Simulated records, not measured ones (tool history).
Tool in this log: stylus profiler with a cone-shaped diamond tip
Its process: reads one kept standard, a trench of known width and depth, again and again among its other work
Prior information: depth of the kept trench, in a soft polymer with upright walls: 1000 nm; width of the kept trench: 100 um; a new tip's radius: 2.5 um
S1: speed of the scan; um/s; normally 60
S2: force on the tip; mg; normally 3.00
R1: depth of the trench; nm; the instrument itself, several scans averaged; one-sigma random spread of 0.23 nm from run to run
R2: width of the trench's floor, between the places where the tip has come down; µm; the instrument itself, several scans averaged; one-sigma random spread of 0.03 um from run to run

Run 1, hour 0.0: usual settings. Result: R1 1012.13 nm, R2 93.81 µm.
Run 2, hour 22.4: usual settings. Result: R1 1011.56 nm, R2 93.80 µm.
Run 3, hour 58.6: usual settings. Result: R1 1012.11 nm, R2 93.79 µm.
Run 4, hour 90.9: usual settings but S2 6.19 mg. Result: R1 1018.00 nm, R2 93.86 µm.
Run 5, hour 119.8: usual settings but S2 3.52 mg. Result: R1 1013.50 nm, R2 93.79 µm.
Run 6, hour 140.1: usual settings but S2 2.86 mg. Result: R1 1011.42 nm, R2 93.70 µm.
Run 7, hour 172.3: usual settings but S2 2.86 mg. Result: R1 1011.61 nm, R2 93.64 µm.
Run 8, hour 195.0: usual settings but S2 2.86 mg. Result: R1 1011.48 nm, R2 93.64 µm.
Run 9, hour 225.5: usual settings but S1 16 um/s. Result: R1 1012.21 nm, R2 93.82 µm.
Run 10, hour 254.8: usual settings but S1 214 um/s. Result: R1 1012.19 nm, R2 92.73 µm.
Run 11, hour 278.4: usual settings but S2 1.21 mg. Result: R1 1007.21 nm, R2 93.34 µm.
Run 12, hour 308.1: usual settings. Result: R1 1012.34 nm, R2 93.53 µm.
Run 13, hour 346.0: usual settings. Result: R1 1012.24 nm, R2 93.52 µm.
Run 14, hour 367.6: usual settings. Result: R1 1011.92 nm, R2 93.44 µm.
Run 15, hour 401.2: usual settings but S1 148 um/s. Result: R1 1012.69 nm, R2 93.00 µm.
Run 16, hour 425.3: usual settings but S1 148 um/s. Result: R1 1012.02 nm, R2 92.92 µm.
Run 17, hour 449.7: usual settings but S2 8.27 mg. Result: R1 1022.02 nm, R2 93.54 µm.
Run 18, hour 482.0: usual settings but S2 3.50 mg. Result: R1 1013.54 nm, R2 93.46 µm.
Run 19, hour 510.1: usual settings but S2 3.50 mg. Result: R1 1013.50 nm, R2 93.38 µm.
Run 20, hour 537.2: usual settings but S2 3.50 mg. Result: R1 1012.85 nm, R2 93.35 µm.
Run 21, hour 563.6: usual settings but S1 26 um/s, S2 1.20 mg. Result: R1 1007.36 nm, R2 93.43 µm.
Run 22, hour 586.7: usual settings but S1 190 um/s, S2 6.48 mg. Result: R1 1019.82 nm, R2 92.96 µm.
Run 23, hour 615.9: usual settings but S1 57 um/s, S2 5.27 mg. Result: R1 1017.14 nm, R2 93.34 µm.
Run 24, hour 636.8: usual settings but S1 59 um/s, S2 3.73 mg. Result: R1 1013.44 nm, R2 93.31 µm.
Run 25, hour 657.4: usual settings but S1 59 um/s, S2 3.73 mg. Result: R1 1013.66 nm, R2 93.28 µm.
Run 26, hour 680.1: usual settings but S1 20 um/s, S2 1.10 mg. Result: R1 1007.06 nm, R2 93.37 µm.
Run 27, hour 699.0: usual settings but S2 3.64 mg. Result: R1 1013.96 nm, R2 93.23 µm.
Run 28, hour 727.3: usual settings but S1 173 um/s, S2 2.16 mg. Result: R1 1010.78 nm, R2 92.43 µm.
Run 29, hour 763.1: usual settings but S1 173 um/s, S2 2.16 mg. Result: R1 1010.47 nm, R2 92.35 µm.
Run 30, hour 783.1: usual settings but S1 224 um/s, S2 8.05 mg. Result: R1 1022.41 nm, R2 92.75 µm.
Run 31, hour 821.3: usual settings but S1 224 um/s, S2 8.05 mg. Result: R1 1020.45 nm, R2 95.15 µm.
Run 32, hour 853.0: usual settings but S2 3.58 mg. Result: R1 1012.36 nm, R2 95.57 µm.
Run 33, hour 870.0: usual settings but S2 3.58 mg. Result: R1 1011.82 nm, R2 95.59 µm.
Run 34, hour 889.9: usual settings but S2 3.58 mg. Result: R1 1012.21 nm, R2 95.57 µm.
Run 35, hour 916.5: usual settings but S1 95 um/s, S2 6.62 mg. Result: R1 1018.26 nm, R2 95.47 µm.
Run 36, hour 943.5: usual settings but S1 95 um/s, S2 6.62 mg. Result: R1 1017.97 nm, R2 95.42 µm.
Run 37, hour 965.6: usual settings but S1 95 um/s, S2 6.62 mg. Result: R1 1018.42 nm, R2 95.44 µm.
Run 38, hour 1001.7: usual settings but S1 17 um/s, S2 2.61 mg. Result: R1 1009.92 nm, R2 95.56 µm.
Run 39, hour 1027.8: usual settings but S1 105 um/s, S2 2.38 mg. Result: R1 1009.12 nm, R2 95.03 µm.
Run 40, hour 1054.8: usual settings but S1 131 um/s. Result: R1 1010.92 nm, R2 94.89 µm.

Not shown: 1 entry that the log had between the listed runs. Between which runs, and how does the tool's hidden state differ before and after?
Runs 30 to 31: new tip fitted, height scale calibrated (hour 808.4)
  radius of the tip, um: 5.86 -> 2.58; height scale over the true one, %: 0.185 -> 0.025
  the result without the hidden state subtracted from the measured one, R1: +1.89 -> +0.25 nm; R2: -2.54 -> -0.08 µm
